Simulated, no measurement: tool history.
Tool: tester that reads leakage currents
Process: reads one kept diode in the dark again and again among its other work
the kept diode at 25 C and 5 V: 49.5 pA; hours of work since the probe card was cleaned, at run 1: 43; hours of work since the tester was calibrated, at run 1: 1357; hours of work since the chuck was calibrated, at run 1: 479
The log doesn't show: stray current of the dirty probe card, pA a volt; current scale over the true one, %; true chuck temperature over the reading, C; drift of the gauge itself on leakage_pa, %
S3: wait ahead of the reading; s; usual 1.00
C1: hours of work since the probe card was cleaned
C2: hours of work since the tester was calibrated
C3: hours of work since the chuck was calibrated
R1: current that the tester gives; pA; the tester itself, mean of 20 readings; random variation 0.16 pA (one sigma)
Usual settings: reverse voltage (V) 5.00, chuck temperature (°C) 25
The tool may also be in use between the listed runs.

Run 1, hour 0.0: usual settings; C1 43; C2 1357; C3 479. Result: R1 49.85 pA.
Run 2, hour 29.8: usual settings; C1 65; C2 1378; C3 501. Result: R1 49.83 pA.
Run 3, hour 79.5: usual settings; C1 101; C2 1415; C3 537. Result: R1 49.67 pA.
Run 4, hour 105.8: usual settings; C1 120; C2 1434; C3 557. Result: R1 49.85 pA.
Run 5, hour 133.5: usual settings; C1 141; C2 1455; C3 577. Result: R1 49.97 pA.
Run 6, hour 162.4: usual settings; C1 162; C2 1476; C3 598. Result: R1 49.90 pA.
Run 7, hour 184.5: usual settings; C1 178; C2 1492; C3 614. Result: R1 49.84 pA.
Run 8, hour 221.7: usual settings; C1 206; C2 1520; C3 642. Result: R1 50.12 pA.
Run 9, hour 270.6: usual settings; C1 242; C2 1556; C3 678. Result: R1 49.91 pA.
Run 10, hour 303.7: usual settings; C1 266; C2 1580; C3 702. Result: R1 49.90 pA.
Run 11, hour 326.1: usual settings; C1 283; C2 1596; C3 719. Result: R1 49.87 pA.
Run 12, hour 362.2: usual settings; C1 309; C2 1623; C3 745. Result: R1 49.66 pA.
Run 13, hour 408.4: usual settings; C1 343; C2 1657; C3 779. Result: R1 49.47 pA.
Run 14, hour 463.1: usual settings; C1 383; C2 1697; C3 819. Result: R1 50.06 pA.
Run 15, hour 503.7: usual settings; C1 413; C2 1727; C3 849. Result: R1 49.91 pA.
Run 16, hour 540.7: usual settings but reverse voltage (V) 3.96; C1 440; C2 1754; C3 877. Result: R1 46.20 pA.
Run 17, hour 577.5: usual settings but reverse voltage (V) 3.96; C1 467; C2 1781; C3 904. Result: R1 46.21 pA.
Run 18, hour 618.2: usual settings but reverse voltage (V) 12.05; C1 497; C2 1811; C3 934. Result: R1 66.78 pA.
Run 19, hour 644.6: usual settings but reverse voltage (V) 12.05; C1 517; C2 1831; C3 953. Result: R1 66.43 pA.
At hour 664.6: chuck's temperature calibrated.
Run 20, hour 669.0: usual settings; C1 533; C2 1847; C3 3. Result: R1 50.18 pA.
Run 21, hour 722.6: usual settings but chuck temperature (°C) 51, S3 0.47 s; C1 573; C2 1887; C3 43. Result: R1 283.76 pA.
Run 22, hour 745.4: usual settings but S3 0.32 s; C1 590; C2 1904; C3 60. Result: R1 50.43 pA.
Run 23, hour 768.9: usual settings but reverse voltage (V) 2.54, chuck temperature (°C) 50, S3 3.20 s; C1 607; C2 1921; C3 77. Result: R1 214.51 pA.
Run 24, hour 817.5: usual settings but reverse voltage (V) 2.54, chuck temperature (°C) 50, S3 6.46 s; C1 643; C2 1957; C3 113. Result: R1 213.33 pA.
Run 25, hour 845.8: usual settings but reverse voltage (V) 10.30, S3 6.46 s; C1 663; C2 1977; C3 133. Result: R1 63.40 pA.
At hour 885.2: tester calibrated.
Run 26, hour 897.9: usual settings but reverse voltage (V) 8.03, S3 6.46 s; C1 700; C2 9; C3 170. Result: R1 57.91 pA.
Run 27, hour 939.2: usual settings but reverse voltage (V) 8.03, S3 6.46 s; C1 731; C2 40; C3 201. Result: R1 58.11 pA.
Run 28, hour 985.0: usual settings but reverse voltage (V) 1.67, chuck temperature (°C) 52, S3 6.08 s; C1 764; C2 73; C3 234. Result: R1 211.02 pA.
Run 29, hour 1015.3: usual settings but reverse voltage (V) 1.81, chuck temperature (°C) 52, S3 8.65 s; C1 787; C2 96; C3 257. Result: R1 215.77 pA.
Run 30, hour 1063.6: usual settings but reverse voltage (V) 19.56, chuck temperature (°C) 33, S3 1.04 s; C1 822; C2 131; C3 292. Result: R1 137.96 pA.
Run 31, hour 1092.7: usual settings but reverse voltage (V) 10.75, chuck temperature (°C) 33; C1 844; C2 153; C3 313. Result: R1 113.36 pA.
Run 32, hour 1145.7: usual settings but reverse voltage (V) 10.75, chuck temperature (°C) 33; C1 883; C2 192; C3 353. Result: R1 113.69 pA.

Forecast run 33:
Run 33, hour 1178.8: usual settings but reverse voltage (V) 2.44, chuck temperature (°C) 58, S3 0.77 s; C1 907; C2 216; C3 377. Result: R1 ?.

Run 33 gave R1 340.82 pA.
Without the tool's hidden state the same run would have given R1 340.79 pA.

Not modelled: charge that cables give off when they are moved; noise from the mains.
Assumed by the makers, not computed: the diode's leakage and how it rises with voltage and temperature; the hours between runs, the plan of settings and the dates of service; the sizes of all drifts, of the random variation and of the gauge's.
